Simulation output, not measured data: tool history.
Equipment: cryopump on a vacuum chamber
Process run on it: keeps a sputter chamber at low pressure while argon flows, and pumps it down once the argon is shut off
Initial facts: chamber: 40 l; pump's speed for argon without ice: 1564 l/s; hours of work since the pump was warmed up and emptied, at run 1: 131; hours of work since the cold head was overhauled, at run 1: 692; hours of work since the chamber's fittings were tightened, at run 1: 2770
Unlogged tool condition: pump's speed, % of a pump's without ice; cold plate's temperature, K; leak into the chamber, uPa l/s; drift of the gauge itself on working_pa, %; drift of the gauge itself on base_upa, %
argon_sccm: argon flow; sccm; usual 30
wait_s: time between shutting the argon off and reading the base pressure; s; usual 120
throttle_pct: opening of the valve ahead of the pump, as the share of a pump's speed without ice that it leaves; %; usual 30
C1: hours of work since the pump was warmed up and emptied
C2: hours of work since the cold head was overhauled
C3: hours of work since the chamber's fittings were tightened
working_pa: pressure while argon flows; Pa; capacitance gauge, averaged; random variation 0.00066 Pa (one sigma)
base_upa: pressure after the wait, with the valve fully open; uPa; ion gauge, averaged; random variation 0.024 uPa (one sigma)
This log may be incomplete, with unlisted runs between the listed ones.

Run 1, hour 0.0: usual settings; C1 131; C2 692; C3 2770. Result: working_pa 0.1086 Pa, base_upa 2.26 uPa.
Run 2, hour 37.0: usual settings; C1 158; C2 720; C3 2797. Result: working_pa 0.1090 Pa, base_upa 2.19 uPa.
Run 3, hour 70.0: usual settings; C1 183; C2 744; C3 2822. Result: working_pa 0.1102 Pa, base_upa 2.30 uPa.
Run 4, hour 88.0: usual settings; C1 196; C2 758; C3 2835. Result: working_pa 0.1102 Pa, base_upa 2.26 uPa.
Run 5, hour 108.1: usual settings; C1 211; C2 772; C3 2850. Result: working_pa 0.1106 Pa, base_upa 2.22 uPa.
Run 6, hour 145.5: usual settings; C1 239; C2 800; C3 2878. Result: working_pa 0.1109 Pa, base_upa 2.28 uPa.
Run 7, hour 179.3: usual settings; C1 264; C2 825; C3 2903. Result: working_pa 0.1105 Pa, base_upa 2.28 uPa.
Run 8, hour 205.7: usual settings but wait_s 22 s, throttle_pct 17 %; C1 283; C2 845; C3 2922. Result: working_pa 0.1934 Pa, base_upa 5.27 uPa.
Run 9, hour 236.6: usual settings but wait_s 22 s, throttle_pct 17 %; C1 306; C2 868; C3 2945. Result: working_pa 0.1946 Pa, base_upa 5.35 uPa.
Run 10, hour 273.4: usual settings but argon_sccm 12 sccm, wait_s 22 s, throttle_pct 57 %; C1 333; C2 895; C3 2972. Result: working_pa 0.0238 Pa, base_upa 5.37 uPa.
Run 11, hour 298.6: usual settings but argon_sccm 12 sccm, wait_s 22 s, throttle_pct 57 %; C1 352; C2 913; C3 2991. Result: working_pa 0.0240 Pa, base_upa 5.39 uPa.
Run 12, hour 332.3: usual settings but wait_s 23 s, throttle_pct 48 %; C1 377; C2 938; C3 3016. Result: working_pa 0.0717 Pa, base_upa 5.11 uPa.
Run 13, hour 348.6: usual settings but wait_s 195 s, throttle_pct 48 %; C1 389; C2 950; C3 3028. Result: working_pa 0.0721 Pa, base_upa 2.20 uPa.
Run 14, hour 384.9: usual settings but wait_s 195 s, throttle_pct 48 %; C1 416; C2 977; C3 3055. Result: working_pa 0.0727 Pa, base_upa 2.22 uPa.

Forecast each of these 4 alternatives for the next run:
Run A, hour 407.1: usual settings but wait_s 175 s; C1 432; C2 994; C3 3071. Result: working_pa ?, base_upa ?.
Run B, hour 407.1: usual settings but argon_sccm 35 sccm, wait_s 195 s, throttle_pct 34 %; C1 432; C2 994; C3 3071. Result: working_pa ?, base_upa ?.
Run C, hour 407.1: usual settings but argon_sccm 33 sccm, wait_s 26 s, throttle_pct 40 %; C1 432; C2 994; C3 3071. Result: working_pa ?, base_upa ?.
Run D, hour 407.1: usual settings but argon_sccm 28 sccm, wait_s 195 s, throttle_pct 26 %; C1 432; C2 994; C3 3071. Result: working_pa ?, base_upa ?.

run  working_pa  base_upa
  A      0.1134      2.27
  B      0.1155      2.22
  C      0.0938      4.87
  D      0.1203      2.17
What these runs would have given with no unlogged condition in the tool:
run  working_pa  base_upa
  A      0.1086      0.66
  B      0.1098      0.61
  C      0.0885      3.27
  D      0.1158      0.60
